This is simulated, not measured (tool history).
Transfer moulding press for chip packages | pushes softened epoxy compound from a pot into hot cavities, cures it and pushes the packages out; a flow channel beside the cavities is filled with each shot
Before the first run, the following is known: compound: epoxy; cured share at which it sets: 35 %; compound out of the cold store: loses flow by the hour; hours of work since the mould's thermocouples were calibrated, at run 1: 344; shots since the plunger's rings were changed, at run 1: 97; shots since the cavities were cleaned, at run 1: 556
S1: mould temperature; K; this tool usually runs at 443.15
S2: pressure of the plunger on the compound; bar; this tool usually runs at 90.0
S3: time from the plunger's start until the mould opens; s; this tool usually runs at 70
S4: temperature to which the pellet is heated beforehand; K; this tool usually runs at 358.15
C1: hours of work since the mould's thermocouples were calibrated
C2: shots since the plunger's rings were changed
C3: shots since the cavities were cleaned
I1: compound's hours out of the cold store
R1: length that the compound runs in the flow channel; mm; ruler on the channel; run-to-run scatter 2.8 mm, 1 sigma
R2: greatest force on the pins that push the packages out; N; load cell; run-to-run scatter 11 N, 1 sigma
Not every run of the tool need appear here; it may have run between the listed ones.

run	day	S1	S2	S3	S4	C1	C2	C3	I1	R1	R2
1	0.000	443.15	90.0	70	358.15	344	97	556	35.3	789	723
# day 1.204: cavities cleaned with cleaning compound and waxed
2	1.204	443.15	90.0	70	358.15	360	534	0	27.8	815	495
3	2.962	443.15	90.0	70	358.15	385	1207	673	12.7	872	740
# day 3.667: cavities cleaned with cleaning compound and waxed
4	4.879	443.15	90.0	70	358.15	411	1917	464	13.3	855	721
# day 6.312: cavities cleaned with cleaning compound and waxed
5	6.442	443.15	90.0	70	358.15	432	2490	49	47.0	716	497
# day 6.942: plunger's sealing rings changed
6	8.238	443.15	90.0	70	358.15	456	496	698	40.0	769	749
# day 8.996: cavities cleaned with cleaning compound and waxed
7	10.250	443.15	90.0	70	358.15	484	1242	480	17.3	854	726
# day 11.583: cavities cleaned with cleaning compound and waxed
8	11.846	443.15	90.0	70	358.15	506	1829	101	20.4	829	543
# day 14.204: plunger's sealing rings changed
# day 14.267: cavities cleaned with cleaning compound and waxed
9	14.267	443.15	90.0	70	353.15	538	0	0	25.2	833	497
10	15.521	443.15	90.0	70	353.15	555	480	480	21.8	836	712
# day 16.796: cavities cleaned with cleaning compound and waxed
11	16.900	443.15	90.0	70	353.15	574	983	40	33.8	788	491
12	18.388	443.15	90.0	70	353.15	595	1554	611	16.2	852	779
# day 19.267: cavities cleaned with cleaning compound and waxed
13	19.954	443.15	90.0	70	353.15	616	2129	263	18.6	836	644
# day 21.571: plunger's sealing rings changed
# day 22.062: cavities cleaned with cleaning compound and waxed
14	22.312	443.15	90.0	70	353.15	647	260	96	38.7	776	510
# day 24.604: cavities cleaned with cleaning compound and waxed
15	24.912	443.15	107.2	70	359.15	683	1231	118	9.2	966	569
16	26.217	443.15	107.2	70	359.15	702	1730	617	9.8	956	777
# day 27.125: cavities cleaned with cleaning compound and waxed
17	27.421	443.15	99.1	110	355.15	718	2167	113	17.1	881	447
# day 28.850: plunger's sealing rings changed
18	28.871	440.15	85.4	58	360.15	737	8	629	38.2	766	1143
# day 29.808: cavities cleaned with cleaning compound and waxed
19	31.442	440.15	85.4	58	360.15	772	967	625	45.3	732	1076
# day 31.850: mould's thermocouples calibrated
# day 32.496: cavities cleaned with cleaning compound and waxed
20	32.733	446.15	79.2	81	365.15	12	1406	91	37.7	707	458
# day 35.025: cavities cleaned with cleaning compound and waxed
21	35.217	446.15	79.2	81	365.15	46	2333	74	20.6	764	436
# day 36.267: plunger's sealing rings changed
22	37.342	440.15	106.0	81	365.15	75	412	848	10.8	973	755
# day 37.638: cavities cleaned with cleaning compound and waxed
23	38.625	440.15	106.0	81	365.15	92	877	376	47.8	804	626
# day 40.117: cavities cleaned with cleaning compound and waxed
24	40.875	438.15	90.0	70	352.15	123	1715	289	42.5	757	792
25	42.446	437.15	87.1	65	362.15	145	2317	891	34.9	769	1237
# day 42.667: cavities cleaned with cleaning compound and waxed
# day 43.467: plunger's sealing rings changed
26	44.633	437.15	101.2	84	362.15	174	447	713	36.6	845	753
# day 45.400: cavities cleaned with cleaning compound and waxed
27	46.933	441.15	90.3	56	363.15	205	1304	587	22.7	832	1252

Same runs, no hidden state in the tool, same run-to-run variation:
Hidden state at play: true mould temperature over the reading, C; pressure that reaches the compound, % of what is set; grip of the stained cavities, % over clean ones'; drift of the gauge itself on flow_mm, %; drift of the gauge itself on push_out_n, %.
run	R1	R2
1	793	479
2	825	492
3	893	479
4	886	509
5	750	463
6	778	484
7	874	501
8	856	478
9	836	500
10	846	496
11	803	482
12	877	520
13	871	501
14	783	459
15	991	503
16	987	523
17	917	380
18	770	787
19	747	743
20	725	406
21	795	396
22	982	465
23	818	441
24	780	608
25	802	770
26	852	478
27	850	840
